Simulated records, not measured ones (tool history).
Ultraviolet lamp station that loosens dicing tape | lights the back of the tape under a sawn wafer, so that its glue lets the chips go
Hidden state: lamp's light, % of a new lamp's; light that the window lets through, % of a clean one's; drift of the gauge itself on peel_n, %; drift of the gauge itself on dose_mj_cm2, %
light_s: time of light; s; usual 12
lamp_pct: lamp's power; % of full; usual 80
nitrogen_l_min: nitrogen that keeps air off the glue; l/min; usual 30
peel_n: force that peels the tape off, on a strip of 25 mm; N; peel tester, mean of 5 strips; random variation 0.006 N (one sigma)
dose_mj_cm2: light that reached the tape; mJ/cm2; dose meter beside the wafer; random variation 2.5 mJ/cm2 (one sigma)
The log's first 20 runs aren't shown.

| run | hour | light_s | lamp_pct | nitrogen_l_min | hours of work of the lamp | hours of work since the window was cleaned | peel_n | dose_mj_cm2 |
|---|---|---|---|---|---|---|---|---|
| 21 | 439.8 | 12 | 80 | 21 | 1262 | 129 | 0.477 | 188 |
| 22 | 461.4 | 12 | 80 | 21 | 1277 | 143 | 0.484 | 186 |
| 23 | 481.7 | 12 | 80 | 21 | 1291 | 157 | 0.499 | 185 |
| 24 | 512.9 | 18 | 72 | 11 | 1312 | 179 | 0.392 | 246 |
| 25 | 542.4 | 18 | 72 | 11 | 1332 | 199 | 0.398 | 244 |
| 26 | 557.6 | 18 | 72 | 11 | 1342 | 209 | 0.396 | 240 |
| 27 | 587.3 | 12 | 73 | 41 | 1363 | 230 | 0.518 | 161 |
| 28 | 611.6 | 17 | 72 | 34 | 1379 | 246 | 0.287 | 222 |
| 29 | 637.5 | 17 | 72 | 34 | 1397 | 264 | 0.293 | 213 |
|  | 640.7 | window cleaned of glue's vapour |
| 30 | 659.7 | 6 | 63 | 11 | 1412 | 13 | 2.085 | 73 |
| 31 | 692.2 | 16 | 63 | 26 | 1434 | 35 | 0.407 | 197 |
| 32 | 720.3 | 16 | 63 | 26 | 1454 | 55 | 0.426 | 192 |
| 33 | 750.4 | 18 | 73 | 32 | 1474 | 75 | 0.248 | 240 |
| 34 | 771.8 | 14 | 73 | 32 | 1489 | 90 | 0.398 | 189 |
| 35 | 806.3 | 9 | 85 | 16 | 1512 | 113 | 0.925 | 135 |
| 36 | 831.6 | 23 | 60 | 16 | 1530 | 131 | 0.306 | 248 |
| 37 | 855.8 | 23 | 60 | 10 | 1546 | 147 | 0.431 | 243 |
| 38 | 877.4 | 7 | 66 | 23 | 1561 | 162 | 1.673 | 78 |
| 39 | 904.9 | 14 | 98 | 12 | 1580 | 181 | 0.420 | 229 |
| 40 | 923.1 | 8 | 61 | 12 | 1592 | 193 | 1.919 | 82 |
| 41 | 941.3 | 7 | 80 | 29 | 1605 | 206 | 1.376 | 96 |
| 42 | 955.9 | 12 | 80 | 57 | 1615 | 216 | 0.478 | 156 |
| 43 | 983.4 | 15 | 80 | 56 | 1634 | 235 | 0.315 | 194 |
| 44 | 1011.8 | 14 | 82 | 37 | 1653 | 254 | 0.412 | 179 |

3 ways to go on from here, each from the tool as it stands after run 44. What would each give?
|  | 1028.8 | window cleaned of glue's vapour |
| A | 1033.6 | 12 | 80 | 30 | 1668 | 3 | ? | ? |
|  | 1028.8 | window cleaned of glue's vapour |
| B | 1033.6 | 12 | 80 | 36 | 1668 | 3 | ? | ? |
|  | 1028.8 | window cleaned of glue's vapour |
| C | 1033.6 | 17 | 80 | 28 | 1668 | 3 | ? | ? |

| run | peel_n | dose_mj_cm2 |
|---|---|---|
| A | 0.489 | 171 |
| B | 0.468 | 171 |
| C | 0.259 | 239 |
Without the tool's hidden state the same runs would have given:
| run | peel_n | dose_mj_cm2 |
|---|---|---|
| A | 0.168 | 305 |
| B | 0.155 | 306 |
| C | 0.125 | 429 |
